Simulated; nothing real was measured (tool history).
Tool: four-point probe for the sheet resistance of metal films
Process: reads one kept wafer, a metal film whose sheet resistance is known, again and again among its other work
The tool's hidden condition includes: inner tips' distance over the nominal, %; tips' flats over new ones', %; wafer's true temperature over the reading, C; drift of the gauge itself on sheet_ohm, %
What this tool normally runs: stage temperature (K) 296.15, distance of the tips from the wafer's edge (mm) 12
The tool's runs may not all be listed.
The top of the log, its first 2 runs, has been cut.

run	day	stage temperature (K)	distance of the tips from the wafer's edge (mm)	touches since the probe head was changed	hours of work since the stage's thermometer was calibrated	sheet resistance as the instrument gives it (ohm/square)
3	3.158	291.15	12	127734	2040	0.368029
4	5.129	296.15	12	130249	2072	0.367404
5	6.946	296.15	12	132572	2102	0.367163
6	8.85	296.15	12	135004	2134	0.367221
7	10.85	296.15	12	137561	2167	0.367268
8	13.15	296.15	12	140503	2205	0.367225
9	15.329	296.15	12	143285	2241	0.367202
10	16.483	296.15	12	144762	2261	0.367059
11	18.804	296.15	12	147725	2299	0.367108
12	21.296	296.15	27	150911	2340	0.366717
13	23.812	296.15	6	154126	2382	0.367929
14	25.171	296.15	7	155861	2405	0.367677
15	26.592	296.15	7	157679	2428	0.3675
16	27.725	296.15	7	159126	2447	0.367505
17	30.092	296.15	12	162147	2486	0.366747
18	32.471	296.15	12	165190	2526	0.366759
# day 34.333: stage's thermometer calibrated
19	34.858	296.15	59	168216	9	0.365397
20	36.412	296.15	12	170203	35	0.365798
21	37.508	292.15	12	171601	53	0.366205
22	39.517	292.15	13	174167	86	0.366129
23	41.746	296.15	12	177018	123	0.365627
24	42.85	296.15	12	178426	141	0.365635
25	44.558	295.15	8	180611	170	0.366111

For run 26, what comes out?
26	47.008	295.15	3	183740	210	?

sheet resistance as the instrument gives it (ohm/square): 0.370727
With no hidden state in the tool, this same run would have given sheet resistance as the instrument gives it (ohm/square) 0.376764.

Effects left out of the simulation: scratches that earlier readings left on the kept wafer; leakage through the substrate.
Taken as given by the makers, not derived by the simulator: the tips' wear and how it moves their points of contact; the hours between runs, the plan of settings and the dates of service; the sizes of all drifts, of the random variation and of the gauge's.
